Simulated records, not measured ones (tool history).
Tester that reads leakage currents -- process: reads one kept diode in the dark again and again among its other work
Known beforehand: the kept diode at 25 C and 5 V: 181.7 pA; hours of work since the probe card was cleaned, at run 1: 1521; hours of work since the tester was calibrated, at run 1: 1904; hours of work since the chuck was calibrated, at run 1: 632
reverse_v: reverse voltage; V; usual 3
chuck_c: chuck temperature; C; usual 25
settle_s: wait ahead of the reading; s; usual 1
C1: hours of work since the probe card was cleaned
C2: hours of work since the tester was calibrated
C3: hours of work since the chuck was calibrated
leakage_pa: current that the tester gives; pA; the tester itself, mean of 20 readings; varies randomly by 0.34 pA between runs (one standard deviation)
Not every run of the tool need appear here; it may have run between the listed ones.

Run 1, hour 0: usual settings; C1 1521; C2 1904; C3 632. Result: leakage_pa 157.95 pA.
Run 2, hour 63.8: usual settings; C1 1557; C2 1940; C3 668. Result: leakage_pa 157.12 pA.
Run 3, hour 145.8: usual settings; C1 1604; C2 1987; C3 715. Result: leakage_pa 157.48 pA.
Run 4, hour 219.6: usual settings; C1 1646; C2 2029; C3 757. Result: leakage_pa 156.77 pA.
Run 5, hour 274.5: usual settings; C1 1677; C2 2060; C3 788. Result: leakage_pa 157.03 pA.
Run 6, hour 368.6: usual settings but settle_s 3.17 s; C1 1731; C2 2113; C3 842. Result: leakage_pa 156.29 pA.
Run 7, hour 439.7: usual settings but settle_s 3.17 s; C1 1771; C2 2154; C3 882. Result: leakage_pa 156.22 pA.
Run 8, hour 498: usual settings; C1 1804; C2 2187; C3 915. Result: leakage_pa 156.09 pA.
At hour 518.3: probe card cleaned and baked.
Run 9, hour 574.1: usual settings; C1 32; C2 2229; C3 957. Result: leakage_pa 150.91 pA.
Run 10, hour 628.7: usual settings; C1 63; C2 2260; C3 988. Result: leakage_pa 150.63 pA.
Run 11, hour 678.8: usual settings but settle_s 0.37 s; C1 91; C2 2288; C3 1017. Result: leakage_pa 150.9 pA.
Run 12, hour 741.7: usual settings but settle_s 0.57 s; C1 127; C2 2324; C3 1053. Result: leakage_pa 150.98 pA.
Run 13, hour 786.6: usual settings; C1 153; C2 2350; C3 1078. Result: leakage_pa 150.54 pA.
Run 14, hour 826.6: usual settings but settle_s 2.75 s; C1 176; C2 2373; C3 1101. Result: leakage_pa 149.91 pA.
At hour 844.7: chuck's temperature calibrated.
Run 15, hour 906.5: usual settings but settle_s 2.75 s; C1 220; C2 2417; C3 35. Result: leakage_pa 156.15 pA.
Run 16, hour 987.1: usual settings but settle_s 2.75 s; C1 266; C2 2463; C3 81. Result: leakage_pa 156.33 pA.
Run 17, hour 1058.9: usual settings but settle_s 2.75 s; C1 307; C2 2504; C3 122. Result: leakage_pa 156.22 pA.
Run 18, hour 1142.1: usual settings but settle_s 2.75 s; C1 354; C2 2551; C3 169. Result: leakage_pa 156.66 pA.
Run 19, hour 1222.2: usual settings but settle_s 2.75 s; C1 400; C2 2597; C3 215. Result: leakage_pa 156 pA.
Run 20, hour 1304.8: usual settings but settle_s 2.75 s; C1 447; C2 2644; C3 262. Result: leakage_pa 155.82 pA.
Run 21, hour 1362: usual settings but reverse_v 1.1 V, chuck_c 54 C, settle_s 0.79 s; C1 479; C2 2676; C3 295. Result: leakage_pa 835.36 pA.
Run 22, hour 1428.3: usual settings but chuck_c 59 C, settle_s 3.43 s; C1 517; C2 2714; C3 332. Result: leakage_pa 1549.46 pA.
Run 23, hour 1489.1: usual settings but chuck_c 59 C, settle_s 3.43 s; C1 552; C2 2749; C3 367. Result: leakage_pa 1534.61 pA.
Run 24, hour 1547.4: usual settings but chuck_c 59 C, settle_s 3.43 s; C1 585; C2 2782; C3 400. Result: leakage_pa 1534.92 pA.
Run 25, hour 1618.8: usual settings but reverse_v 4.81 V, chuck_c 23 C; C1 626; C2 2823; C3 441. Result: leakage_pa 155.32 pA.
Run 26, hour 1681.9: usual settings but reverse_v 16.71 V, chuck_c 27 C, settle_s 4.65 s; C1 662; C2 2859; C3 477. Result: leakage_pa 308.99 pA.
Run 27, hour 1753.7: usual settings but reverse_v 6.33 V, chuck_c 21 C, settle_s 9.38 s; C1 703; C2 2900; C3 518. Result: leakage_pa 145.62 pA.
Run 28, hour 1827.3: usual settings but reverse_v 1.17 V, chuck_c 50 C, settle_s 9.38 s; C1 744; C2 2941; C3 560. Result: leakage_pa 655.63 pA.
Run 29, hour 1919.3: usual settings but reverse_v 1.04 V, chuck_c 22 C, settle_s 0.77 s; C1 797; C2 2994; C3 612. Result: leakage_pa 89.02 pA.
Run 30, hour 1963.4: usual settings but reverse_v 1.04 V, chuck_c 22 C, settle_s 8.48 s; C1 822; C2 3019; C3 637. Result: leakage_pa 88.25 pA.
Run 31, hour 2057.5: usual settings but reverse_v 1.04 V, chuck_c 22 C, settle_s 8.48 s; C1 876; C2 3073; C3 691. Result: leakage_pa 88.58 pA.
Run 32, hour 2114.1: usual settings but reverse_v 1.04 V, chuck_c 22 C, settle_s 8.48 s; C1 908; C2 3105; C3 723. Result: leakage_pa 88.47 pA.
Run 33, hour 2163.1: usual settings but reverse_v 1.26 V, chuck_c 42 C; C1 936; C2 3133; C3 751. Result: leakage_pa 394.76 pA.
Run 34, hour 2237.8: usual settings but reverse_v 12.24 V, chuck_c 27 C; C1 978; C2 3175; C3 794. Result: leakage_pa 282.32 pA.
Run 35, hour 2289: usual settings but reverse_v 3.18 V, chuck_c 52 C, settle_s 0.78 s; C1 1007; C2 3204; C3 823. Result: leakage_pa 998.79 pA.
Run 36, hour 2378.4: usual settings but reverse_v 11.57 V; C1 1058; C2 3255; C3 874. Result: leakage_pa 241.2 pA.
At hour 2416.5: tester calibrated.
Run 37, hour 2447.7: usual settings but reverse_v 11.57 V; C1 1097; C2 18; C3 912. Result: leakage_pa 239.15 pA.
Run 38, hour 2528.3: usual settings but reverse_v 2.71 V, chuck_c 32 C, settle_s 0.91 s; C1 1143; C2 64; C3 958. Result: leakage_pa 245.58 pA.
Run 39, hour 2596.6: usual settings but reverse_v 2.71 V, chuck_c 32 C, settle_s 0.91 s; C1 1182; C2 103; C3 997. Result: leakage_pa 243.81 pA.
Run 40, hour 2674.5: usual settings but reverse_v 2.01 V, chuck_c 24 C, settle_s 0.73 s; C1 1226; C2 147; C3 1041. Result: leakage_pa 123.93 pA.

Below, some changes in leakage_pa between adjacent runs. For each, the amount present without the hidden state too (settings, incoming material, random variation) and the amount remaining for the hidden state with gauge scatter not shared by both compared results:
Hidden state present: stray current of the dirty probe card, pA a volt; current scale over the true one, %; true chuck temperature over the reading, C; drift of the gauge itself on leakage_pa, %.
Run 24 -> 25: reverse_v 3 -> 4.81, chuck_c 59 -> 23, settle_s 3.43 -> 1. leakage_pa -1379.6 pA: hidden state +17.02, all else -1396.62.
Run 34 -> 35: reverse_v 12.24 -> 3.18, chuck_c 27 -> 52, settle_s 1 -> 0.78. leakage_pa +716.47 pA: hidden state -29.03, all else +745.5.
Run 35 -> 36: reverse_v 3.18 -> 11.57, chuck_c 52 -> 25, settle_s 0.78 -> 1. leakage_pa -757.59 pA: hidden state +29.87, all else -787.46.
